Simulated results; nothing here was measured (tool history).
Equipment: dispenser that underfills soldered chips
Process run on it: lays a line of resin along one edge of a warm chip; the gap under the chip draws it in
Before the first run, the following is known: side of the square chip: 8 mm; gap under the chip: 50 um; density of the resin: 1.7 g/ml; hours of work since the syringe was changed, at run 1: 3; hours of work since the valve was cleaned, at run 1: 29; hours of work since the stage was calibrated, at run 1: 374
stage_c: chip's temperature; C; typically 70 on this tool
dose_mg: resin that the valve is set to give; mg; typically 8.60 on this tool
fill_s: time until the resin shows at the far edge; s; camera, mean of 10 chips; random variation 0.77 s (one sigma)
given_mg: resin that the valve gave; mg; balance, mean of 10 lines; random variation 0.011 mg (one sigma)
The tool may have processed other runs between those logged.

run	hour	stage_c	dose_mg	hours of work since the syringe was changed	hours of work since the valve was cleaned	hours of work since the stage was calibrated	fill_s	given_mg
1	0.0	70	8.60	3	29	374	76.0	8.49
# hour 4.9: new syringe of resin
2	10.6	70	8.60	4	36	382	81.8	8.45
# hour 13.3: new syringe of resin
# hour 19.2: stage's temperature calibrated
# hour 22.8: new syringe of resin
3	24.6	70	10.86	1	46	4	75.6	10.63
# hour 31.3: new syringe of resin
4	35.2	70	8.60	3	54	12	82.0	8.37
# hour 38.8: dispensing valve cleaned and set on the balance
# hour 40.1: new syringe of resin
5	43.9	70	8.60	3	4	17	85.8	8.58
# hour 48.0: new syringe of resin
# hour 56.4: new syringe of resin
6	57.0	82	8.60	0	13	27	43.8	8.56
7	62.1	62	8.60	4	17	30	130.8	8.53
# hour 64.9: new syringe of resin
# hour 72.9: new syringe of resin
8	73.0	62	8.60	0	25	38	105.3	8.48
# hour 80.9: new syringe of resin
9	85.1	62	8.60	3	34	47	125.0	8.45
# hour 88.7: new syringe of resin
10	94.8	84	8.60	5	41	54	49.9	8.39
# hour 96.7: new syringe of resin
11	101.5	62	9.89	4	45	59	126.6	9.67
# hour 104.5: new syringe of resin
# hour 112.4: new syringe of resin
12	113.0	82	10.58	0	54	67	42.5	10.29
# hour 116.5: dispensing valve cleaned and set on the balance
# hour 121.7: new syringe of resin
13	125.1	57	9.59	3	6	75	149.3	9.54
# hour 129.6: new syringe of resin
14	133.3	69	9.93	3	12	81	86.0	9.86
# hour 137.9: new syringe of resin
15	140.6	84	8.60	2	18	87	43.2	8.49
# hour 146.5: new syringe of resin
16	148.3	66	10.84	1	23	92	90.4	10.69

Measured minus without-hidden-state, run by run (identical run-to-run variation in each term; gauge scatter may differ):
Hidden state at play: resin's viscosity, % of fresh resin's; dose that the valve gives, % of what is set; true chip temperature over the reading, C; drift of the gauge itself on fill_s, %; drift of the gauge itself on given_mg, %.
run	fill_s	given_mg
1	+3.7	-0.11
2	+10.6	-0.14
3	+5.5	-0.23
4	+11.9	-0.22
5	+14.1	-0.03
6	+0.9	-0.06
7	+26.6	-0.08
8	+1.9	-0.12
9	+21.6	-0.15
10	+10.3	-0.18
11	+23.3	-0.23
12	+0.9	-0.29
13	+17.6	-0.05
14	+11.5	-0.08
15	+3.6	-0.09
16	+5.9	-0.15

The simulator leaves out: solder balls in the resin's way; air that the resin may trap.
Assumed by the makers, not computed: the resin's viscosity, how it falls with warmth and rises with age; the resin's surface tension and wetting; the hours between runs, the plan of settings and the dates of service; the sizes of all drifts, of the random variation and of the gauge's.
